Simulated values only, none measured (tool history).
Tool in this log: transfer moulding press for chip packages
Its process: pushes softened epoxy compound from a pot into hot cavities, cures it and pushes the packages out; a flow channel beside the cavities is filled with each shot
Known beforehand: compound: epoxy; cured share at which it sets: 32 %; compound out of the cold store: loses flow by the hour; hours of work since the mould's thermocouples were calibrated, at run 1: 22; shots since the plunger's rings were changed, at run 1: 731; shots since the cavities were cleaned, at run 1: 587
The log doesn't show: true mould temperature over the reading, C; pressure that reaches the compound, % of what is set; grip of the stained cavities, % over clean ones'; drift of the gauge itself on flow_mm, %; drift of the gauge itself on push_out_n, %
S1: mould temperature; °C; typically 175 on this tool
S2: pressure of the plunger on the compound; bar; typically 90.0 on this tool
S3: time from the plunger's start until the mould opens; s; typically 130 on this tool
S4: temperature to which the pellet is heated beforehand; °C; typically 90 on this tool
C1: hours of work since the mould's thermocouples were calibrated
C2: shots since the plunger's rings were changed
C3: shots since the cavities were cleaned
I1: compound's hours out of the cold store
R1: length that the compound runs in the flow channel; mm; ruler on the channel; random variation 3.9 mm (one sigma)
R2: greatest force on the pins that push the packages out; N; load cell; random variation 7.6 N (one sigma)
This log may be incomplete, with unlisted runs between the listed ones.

run 1 day=0.000 | S1=175 S2=90.0 S3=130 S4=90 | C1=22 C2=731 C3=587 | I1=47.3 | R1=547 R2=482
run 2 day=0.567 | S1=175 S2=90.0 S3=130 S4=86 | C1=29 C2=823 C3=679 | I1=19.3 | R1=616 R2=527
run 3 day=0.883 | S1=175 S2=90.0 S3=130 S4=90 | C1=33 C2=875 C3=731 | I1=13.8 | R1=629 R2=518
run 4 day=1.300 | S1=175 S2=90.0 S3=130 S4=90 | C1=38 C2=943 C3=799 | I1=33.7 | R1=575 R2=528
run 5 day=1.738 | S1=175 S2=90.0 S3=130 S4=90 | C1=43 C2=1015 C3=871 | I1=42.7 | R1=559 R2=504
run 6 day=2.025 | S1=175 S2=90.0 S3=130 S4=90 | C1=47 C2=1062 C3=918 | I1=28.9 | R1=586 R2=539
-- day=2.408 cavities cleaned with cleaning compound and waxed
run 7 day=2.600 | S1=175 S2=90.0 S3=130 S4=90 | C1=53 C2=1146 C3=32 | I1=46.3 | R1=540 R2=590
run 8 day=2.975 | S1=175 S2=90.0 S3=130 S4=90 | C1=58 C2=1207 C3=93 | I1=32.3 | R1=570 R2=585
run 9 day=3.262 | S1=175 S2=90.0 S3=130 S4=90 | C1=61 C2=1254 C3=140 | I1=41.7 | R1=546 R2=572
run 10 day=3.671 | S1=178 S2=90.0 S3=130 S4=90 | C1=66 C2=1321 C3=207 | I1=24.5 | R1=590 R2=538
run 11 day=4.158 | S1=175 S2=90.0 S3=130 S4=80 | C1=72 C2=1401 C3=287 | I1=8.4 | R1=641 R2=596
-- day=4.400 cavities cleaned with cleaning compound and waxed, once more
run 12 day=4.675 | S1=175 S2=90.0 S3=130 S4=80 | C1=77 C2=1475 C3=45 | I1=35.2 | R1=566 R2=353
run 13 day=5.108 | S1=175 S2=90.0 S3=130 S4=80 | C1=83 C2=1546 C3=116 | I1=45.0 | R1=552 R2=373
run 14 day=5.400 | S1=175 S2=90.0 S3=130 S4=80 | C1=86 C2=1594 C3=164 | I1=16.1 | R1=622 R2=412
run 15 day=5.929 | S1=175 S2=90.0 S3=130 S4=90 | C1=92 C2=1680 C3=250 | I1=17.0 | R1=625 R2=426
run 16 day=6.346 | S1=178 S2=90.0 S3=145 S4=81 | C1=97 C2=1748 C3=318 | I1=17.6 | R1=608 R2=404
run 17 day=6.950 | S1=178 S2=90.0 S3=145 S4=81 | C1=105 C2=1848 C3=418 | I1=42.8 | R1=539 R2=393
run 18 day=7.579 | S1=178 S2=76.1 S3=145 S4=81 | C1=112 C2=1950 C3=520 | I1=16.7 | R1=554 R2=426
run 19 day=8.188 | S1=178 S2=76.1 S3=143 S4=83 | C1=120 C2=2050 C3=620 | I1=33.7 | R1=508 R2=435
run 20 day=8.521 | S1=178 S2=76.1 S3=143 S4=83 | C1=124 C2=2104 C3=674 | I1=37.4 | R1=502 R2=454
run 21 day=9.138 | S1=178 S2=76.1 S3=143 S4=83 | C1=131 C2=2205 C3=775 | I1=38.4 | R1=495 R2=459
run 22 day=9.600 | S1=175 S2=90.0 S3=127 S4=98 | C1=137 C2=2281 C3=851 | I1=9.7 | R1=628 R2=536
run 23 day=10.125 | S1=173 S2=90.0 S3=153 S4=90 | C1=143 C2=2367 C3=937 | I1=30.1 | R1=577 R2=482
-- day=10.358 cavities cleaned with cleaning compound and waxed
run 24 day=10.646 | S1=168 S2=98.7 S3=130 S4=90 | C1=149 C2=2442 C3=47 | I1=12.1 | R1=673 R2=587
run 25 day=10.996 | S1=168 S2=98.7 S3=111 S4=90 | C1=153 C2=2499 C3=104 | I1=20.5 | R1=651 R2=838
run 26 day=11.350 | S1=168 S2=98.7 S3=111 S4=90 | C1=157 C2=2557 C3=162 | I1=16.8 | R1=648 R2=879
run 27 day=11.775 | S1=168 S2=98.7 S3=111 S4=90 | C1=162 C2=2627 C3=232 | I1=29.6 | R1=621 R2=891
run 28 day=12.058 | S1=178 S2=106.2 S3=130 S4=90 | C1=166 C2=2673 C3=278 | I1=17.4 | R1=645 R2=404
run 29 day=12.367 | S1=179 S2=106.2 S3=130 S4=83 | C1=169 C2=2723 C3=328 | I1=34.3 | R1=589 R2=406

Predict each of these 3 candidate next runs independently; none follows another, all start after run 29:
run A day=12.721 | S1=179 S2=90.0 S3=122 S4=90 | C1=174 C2=2781 C3=386 | I1=40.9 | R1=? R2=?
run B day=12.721 | S1=179 S2=91.5 S3=121 S4=92 | C1=174 C2=2781 C3=386 | I1=42.0 | R1=? R2=?
run C day=12.721 | S1=174 S2=71.4 S3=130 S4=97 | C1=174 C2=2781 C3=386 | I1=35.0 | R1=? R2=?

run=A R1=527 R2=416
run=B R1=533 R2=424
run=C R1=491 R2=480
Had the tool no hidden state, the same runs would have come out as:
run=A R1=553 R2=287
run=B R1=559 R2=295
run=C R1=516 R2=328
